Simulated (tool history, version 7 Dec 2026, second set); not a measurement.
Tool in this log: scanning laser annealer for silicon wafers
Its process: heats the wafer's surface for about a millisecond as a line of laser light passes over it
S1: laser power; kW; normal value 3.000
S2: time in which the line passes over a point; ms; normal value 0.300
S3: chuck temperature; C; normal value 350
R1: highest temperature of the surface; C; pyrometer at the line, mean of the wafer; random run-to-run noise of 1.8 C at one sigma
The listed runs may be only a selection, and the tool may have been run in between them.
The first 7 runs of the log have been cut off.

run 8 hour=167.7 | S1=3.000 S2=0.300 S3=350 | R1=1088
run 9 hour=188.4 | S1=3.000 S2=0.357 S3=350 | R1=1166
run 10 hour=205.1 | S1=3.000 S2=0.357 S3=350 | R1=1163
run 11 hour=229.6 | S1=3.000 S2=0.357 S3=350 | R1=1159
run 12 hour=243.4 | S1=3.000 S2=0.357 S3=350 | R1=1158
run 13 hour=257.9 | S1=3.063 S2=0.357 S3=350 | R1=1183
run 14 hour=274.5 | S1=3.063 S2=0.357 S3=350 | R1=1183
run 15 hour=288.5 | S1=3.000 S2=0.300 S3=350 | R1=1083
run 16 hour=305.3 | S1=3.000 S2=0.331 S3=350 | R1=1125
run 17 hour=338.4 | S1=3.000 S2=0.300 S3=328 | R1=1059
run 18 hour=355.7 | S1=3.000 S2=0.300 S3=328 | R1=1059
run 19 hour=369.3 | S1=2.814 S2=0.300 S3=380 | R1=1060

Expected results for the next run?
run 20 hour=393.7 | S1=2.824 S2=0.300 S3=349 | R1=?

Run 20 came out at R1 1031 C.
With the hidden condition absent and the run-to-run variation left alone, this run would have shown R1 1063 C.
